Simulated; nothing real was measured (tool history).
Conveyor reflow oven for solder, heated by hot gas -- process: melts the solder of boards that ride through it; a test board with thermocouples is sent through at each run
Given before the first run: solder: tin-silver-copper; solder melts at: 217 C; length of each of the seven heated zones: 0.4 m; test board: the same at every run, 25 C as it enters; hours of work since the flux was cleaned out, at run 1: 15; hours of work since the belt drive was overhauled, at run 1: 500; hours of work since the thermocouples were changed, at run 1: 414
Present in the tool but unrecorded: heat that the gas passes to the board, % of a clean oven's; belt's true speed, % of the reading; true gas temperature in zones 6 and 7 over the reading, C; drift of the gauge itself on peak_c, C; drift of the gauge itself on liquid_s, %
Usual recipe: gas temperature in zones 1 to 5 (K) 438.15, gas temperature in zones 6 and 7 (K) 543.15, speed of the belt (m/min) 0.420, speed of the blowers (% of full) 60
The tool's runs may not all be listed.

run	hour	gas temperature in zones 1 to 5 (K)	gas temperature in zones 6 and 7 (K)	speed of the belt (m/min)	speed of the blowers (% of full)	hours of work since the flux was cleaned out	hours of work since the belt drive was overhauled	hours of work since the thermocouples were changed	highest temperature of the board (K)	time above the solder's melting point (s)
1	0.0	438.15	543.15	0.420	60	15	500	414	528.05	85.7
2	8.9	438.15	543.15	0.420	60	20	506	420	528.55	85.5
3	19.5	438.15	543.15	0.420	60	27	512	426	528.05	85.1
4	33.8	438.15	543.15	0.420	56	36	521	435	527.05	85.0
5	47.2	438.15	543.15	0.420	56	44	530	444	527.35	84.7
6	59.7	438.15	543.15	0.420	52	52	537	452	526.25	83.2
7	68.9	438.15	543.15	0.420	86	58	543	457	531.55	90.5
8	76.2	438.15	543.15	0.420	60	62	548	462	528.05	85.6
9	87.3	438.15	543.15	0.420	60	69	555	469	527.85	84.8
10	95.2	438.15	543.15	0.420	60	74	560	474	527.95	85.3
11	102.8	438.15	543.15	0.420	60	79	564	478	527.55	85.3
12	110.3	438.15	552.15	0.420	60	83	569	483	536.15	92.8
13	119.4	438.15	543.15	0.420	76	89	575	489	529.65	89.0
14	130.1	438.15	543.15	0.420	76	96	581	496	530.05	88.3
15	144.2	438.15	543.15	0.420	76	105	590	504	529.95	89.1
16	159.4	429.15	543.15	0.420	58	114	600	514	526.05	78.8
17	167.5	429.15	543.15	0.420	55	119	605	519	525.05	78.2
18	183.3	429.15	557.15	0.420	85	129	615	529	542.65	94.4
19	199.9	429.15	551.15	0.420	85	139	625	539	537.15	90.9
20	214.6	427.15	553.15	0.420	60	149	634	548	534.75	86.3
21	224.7	439.15	543.15	0.382	60	155	641	555	531.05	98.4
22	238.0	438.15	531.15	0.451	85	163	649	563	518.05	69.4
23	252.0	438.15	556.15	0.400	61	172	658	572	540.35	101.2
24	265.6	438.15	543.15	0.471	60	180	666	580	523.05	69.7
25	273.6	438.15	543.15	0.399	60	186	671	585	528.75	90.7
26	287.5	452.15	555.15	0.470	60	194	680	594	535.65	88.4
27	300.7	437.15	537.15	0.347	75	202	688	602	529.15	107.5
28	308.2	437.15	537.15	0.347	75	207	693	607	528.55	107.4
29	325.0	437.15	537.15	0.347	75	218	703	617	529.25	107.2
30	332.1	437.15	537.15	0.347	75	222	708	622	528.85	107.5

Some steps in highest temperature of the board (K), run to run, broken into two amounts with sign: the step expected even without the hidden condition (settings, incoming material, random variation), and the rest, left for the hidden condition together with whatever gauge scatter is not in both the measured and the hidden-condition-free result:
Run 17 -> 18: gas temperature in zones 6 and 7 (K) 543.15 -> 557.15, speed of the blowers (% of full) 55 -> 85. highest temperature of the board (K) +17.60: hidden state -0.30, all else +17.90.
Run 21 -> 22: gas temperature in zones 1 to 5 (K) 439.15 -> 438.15, gas temperature in zones 6 and 7 (K) 543.15 -> 531.15, speed of the belt (m/min) 0.382 -> 0.451, speed of the blowers (% of full) 60 -> 85. highest temperature of the board (K) -13.00: hidden state -0.40, all else -12.60.
Run 22 -> 23: gas temperature in zones 6 and 7 (K) 531.15 -> 556.15, speed of the belt (m/min) 0.451 -> 0.400, speed of the blowers (% of full) 85 -> 61. highest temperature of the board (K) +22.30: hidden state +0.10, all else +22.20.
Run 23 -> 24: gas temperature in zones 6 and 7 (K) 556.15 -> 543.15, speed of the belt (m/min) 0.400 -> 0.471, speed of the blowers (% of full) 61 -> 60. highest temperature of the board (K) -17.30: hidden state -0.30, all else -17.00.
Run 26 -> 27: gas temperature in zones 1 to 5 (K) 452.15 -> 437.15, gas temperature in zones 6 and 7 (K) 555.15 -> 537.15, speed of the belt (m/min) 0.470 -> 0.347, speed of the blowers (% of full) 60 -> 75. highest temperature of the board (K) -6.50: hidden state +0.40, all else -6.90.
